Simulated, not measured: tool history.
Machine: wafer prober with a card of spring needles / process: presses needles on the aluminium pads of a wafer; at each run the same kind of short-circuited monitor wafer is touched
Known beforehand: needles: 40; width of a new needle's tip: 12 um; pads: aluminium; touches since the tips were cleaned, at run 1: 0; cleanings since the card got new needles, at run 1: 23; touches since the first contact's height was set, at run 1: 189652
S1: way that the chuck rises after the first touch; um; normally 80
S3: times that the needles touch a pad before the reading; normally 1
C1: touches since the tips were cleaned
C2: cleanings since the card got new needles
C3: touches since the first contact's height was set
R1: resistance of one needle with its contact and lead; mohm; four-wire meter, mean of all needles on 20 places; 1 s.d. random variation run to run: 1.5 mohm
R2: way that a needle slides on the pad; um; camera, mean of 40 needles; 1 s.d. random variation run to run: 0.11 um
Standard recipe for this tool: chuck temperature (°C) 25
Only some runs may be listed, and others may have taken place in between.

{"run": 1, "hour": 0.0, "S1": 80, "chuck temperature (°C)": 25, "S3": 1, "C1": 0, "C2": 23, "C3": 189652, "R1": 147, "R2": 19.59}
{"run": 2, "hour": 5.7, "S1": 80, "chuck temperature (°C)": 25, "S3": 1, "C1": 2315, "C2": 23, "C3": 191967, "R1": 160, "R2": 19.74}
{"run": 3, "hour": 16.4, "S1": 97, "chuck temperature (°C)": 25, "S3": 1, "C1": 6628, "C2": 23, "C3": 196280, "R1": 161, "R2": 24.09}
{"hour": 18.4, "done": "tips cleaned on abrasive film"}
{"run": 4, "hour": 22.6, "S1": 80, "chuck temperature (°C)": 25, "S3": 2, "C1": 1692, "C2": 24, "C3": 198752, "R1": 168, "R2": 19.52}
{"run": 5, "hour": 29.9, "S1": 80, "chuck temperature (°C)": 25, "S3": 1, "C1": 4637, "C2": 24, "C3": 201697, "R1": 180, "R2": 19.57}
{"hour": 37.6, "done": "tips cleaned on abrasive film"}
{"run": 6, "hour": 38.6, "S1": 80, "chuck temperature (°C)": 25, "S3": 1, "C1": 438, "C2": 25, "C3": 205200, "R1": 149, "R2": 19.76}
{"run": 7, "hour": 47.7, "S1": 80, "chuck temperature (°C)": 25, "S3": 1, "C1": 4087, "C2": 25, "C3": 208849, "R1": 164, "R2": 19.79}
{"hour": 55.9, "done": "tips cleaned on abrasive film"}
{"run": 8, "hour": 59.5, "S1": 80, "chuck temperature (°C)": 25, "S3": 1, "C1": 1462, "C2": 26, "C3": 213612, "R1": 153, "R2": 19.27}
{"run": 9, "hour": 67.5, "S1": 80, "chuck temperature (°C)": 25, "S3": 1, "C1": 4700, "C2": 26, "C3": 216850, "R1": 164, "R2": 19.61}
{"hour": 69.6, "done": "height of the first contact set anew"}
{"run": 10, "hour": 73.3, "S1": 80, "chuck temperature (°C)": 25, "S3": 1, "C1": 6924, "C2": 26, "C3": 1522, "R1": 169, "R2": 20.33}
{"hour": 75.1, "done": "tips cleaned on abrasive film"}
{"hour": 77.7, "done": "tips cleaned on abrasive film, once more"}
{"run": 11, "hour": 85.9, "S1": 80, "chuck temperature (°C)": 25, "S3": 1, "C1": 3303, "C2": 28, "C3": 6516, "R1": 159, "R2": 20.12}
{"hour": 96.4, "done": "tips cleaned on abrasive film"}
{"run": 12, "hour": 98.1, "S1": 80, "chuck temperature (°C)": 25, "S3": 1, "C1": 667, "C2": 29, "C3": 11398, "R1": 148, "R2": 20.1}
{"run": 13, "hour": 105.4, "S1": 74, "chuck temperature (°C)": 25, "S3": 1, "C1": 3636, "C2": 29, "C3": 14367, "R1": 163, "R2": 18.62}
{"run": 14, "hour": 110.8, "S1": 74, "chuck temperature (°C)": 25, "S3": 1, "C1": 5806, "C2": 29, "C3": 16537, "R1": 171, "R2": 18.8}
{"hour": 115.3, "done": "tips cleaned on abrasive film"}
{"run": 15, "hour": 118.3, "S1": 80, "chuck temperature (°C)": 25, "S3": 1, "C1": 1209, "C2": 30, "C3": 19523, "R1": 152, "R2": 20.1}
{"run": 16, "hour": 125.5, "S1": 80, "chuck temperature (°C)": 25, "S3": 1, "C1": 4125, "C2": 30, "C3": 22439, "R1": 161, "R2": 20.01}
{"hour": 134.0, "done": "tips cleaned on abrasive film"}
{"run": 17, "hour": 135.8, "S1": 80, "chuck temperature (°C)": 25, "S3": 1, "C1": 720, "C2": 31, "C3": 26576, "R1": 151, "R2": 20.07}
{"run": 18, "hour": 147.5, "S1": 80, "chuck temperature (°C)": 26, "S3": 1, "C1": 5438, "C2": 31, "C3": 31294, "R1": 167, "R2": 20.19}
{"hour": 152.8, "done": "tips cleaned on abrasive film"}
{"run": 19, "hour": 157.5, "S1": 80, "chuck temperature (°C)": 26, "S3": 1, "C1": 1901, "C2": 32, "C3": 35314, "R1": 158, "R2": 20.12}
{"run": 20, "hour": 168.6, "S1": 83, "chuck temperature (°C)": 67, "S3": 1, "C1": 6394, "C2": 32, "C3": 39807, "R1": 170, "R2": 21.03}
{"hour": 171.5, "done": "tips cleaned on abrasive film"}
{"run": 21, "hour": 180.6, "S1": 65, "chuck temperature (°C)": 113, "S3": 2, "C1": 3666, "C2": 33, "C3": 44601, "R1": 175, "R2": 16.46}
{"run": 22, "hour": 186.2, "S1": 65, "chuck temperature (°C)": 113, "S3": 2, "C1": 5930, "C2": 33, "C3": 46865, "R1": 177, "R2": 16.35}
{"hour": 190.1, "done": "tips cleaned on abrasive film"}
{"run": 23, "hour": 194.2, "S1": 65, "chuck temperature (°C)": 113, "S3": 2, "C1": 1666, "C2": 34, "C3": 50076, "R1": 167, "R2": 16.13}
{"run": 24, "hour": 202.2, "S1": 62, "chuck temperature (°C)": 68, "S3": 2, "C1": 4889, "C2": 34, "C3": 53299, "R1": 170, "R2": 15.36}
{"hour": 208.8, "done": "tips cleaned on abrasive film"}
{"run": 25, "hour": 212.1, "S1": 79, "chuck temperature (°C)": 60, "S3": 2, "C1": 1342, "C2": 35, "C3": 57273, "R1": 155, "R2": 19.73}
{"run": 26, "hour": 220.3, "S1": 79, "chuck temperature (°C)": 60, "S3": 2, "C1": 4644, "C2": 35, "C3": 60575, "R1": 162, "R2": 19.68}
{"hour": 227.3, "done": "tips cleaned on abrasive film"}
{"run": 27, "hour": 230.9, "S1": 92, "chuck temperature (°C)": 60, "S3": 2, "C1": 1460, "C2": 36, "C3": 64850, "R1": 156, "R2": 22.96}
{"run": 28, "hour": 236.9, "S1": 92, "chuck temperature (°C)": 60, "S3": 2, "C1": 3885, "C2": 36, "C3": 67275, "R1": 160, "R2": 22.95}
{"run": 29, "hour": 242.2, "S1": 87, "chuck temperature (°C)": 77, "S3": 2, "C1": 6001, "C2": 36, "C3": 69391, "R1": 165, "R2": 21.51}
{"hour": 245.7, "done": "tips cleaned on abrasive film"}
{"run": 30, "hour": 248.7, "S1": 75, "chuck temperature (°C)": 110, "S3": 3, "C1": 1230, "C2": 37, "C3": 72011, "R1": 163, "R2": 18.61}
{"run": 31, "hour": 258.4, "S1": 75, "chuck temperature (°C)": 110, "S3": 3, "C1": 5155, "C2": 37, "C3": 75936, "R1": 166, "R2": 18.57}
{"hour": 264.1, "done": "tips cleaned on abrasive film"}
{"run": 32, "hour": 269.3, "S1": 81, "chuck temperature (°C)": 25, "S3": 1, "C1": 2100, "C2": 38, "C3": 80279, "R1": 156, "R2": 20.37}
{"run": 33, "hour": 276.8, "S1": 81, "chuck temperature (°C)": 25, "S3": 1, "C1": 5137, "C2": 38, "C3": 83316, "R1": 168, "R2": 20.09}

Consider 5 possible next runs. They are alternatives, not a sequence: every one starts from the tool as it was left by run 33. What does each give?
{"hour": 282.8, "done": "tips cleaned on abrasive film"}
{"run": "A", "hour": 284.2, "S1": 60, "chuck temperature (°C)": 67, "S3": 1, "C1": 562, "C2": 39, "C3": 86284, "R1": "?", "R2": "?"}
{"hour": 282.8, "done": "tips cleaned on abrasive film"}
{"run": "B", "hour": 284.2, "S1": 80, "chuck temperature (°C)": 27, "S3": 1, "C1": 562, "C2": 39, "C3": 86284, "R1": "?", "R2": "?"}
{"hour": 282.8, "done": "tips cleaned on abrasive film"}
{"run": "C", "hour": 284.2, "S1": 81, "chuck temperature (°C)": 47, "S3": 2, "C1": 562, "C2": 39, "C3": 86284, "R1": "?", "R2": "?"}
{"hour": 282.8, "done": "tips cleaned on abrasive film"}
{"run": "D", "hour": 284.2, "S1": 81, "chuck temperature (°C)": 25, "S3": 1, "C1": 562, "C2": 39, "C3": 86284, "R1": "?", "R2": "?"}
{"hour": 282.8, "done": "tips cleaned on abrasive film"}
{"run": "E", "hour": 284.2, "S1": 69, "chuck temperature (°C)": 26, "S3": 1, "C1": 562, "C2": 39, "C3": 86284, "R1": "?", "R2": "?"}

run=A R1=163 R2=14.93
run=B R1=153 R2=19.82
run=C R1=152 R2=20.09
run=D R1=151 R2=20.12
run=E R1=155 R2=17.20
Take away the tool's hidden state, keep each run's random variation, and the runs would have read:
run=A R1=153 R2=15.30
run=B R1=146 R2=20.18
run=C R1=149 R2=20.45
run=D R1=145 R2=20.48
run=E R1=146 R2=17.57
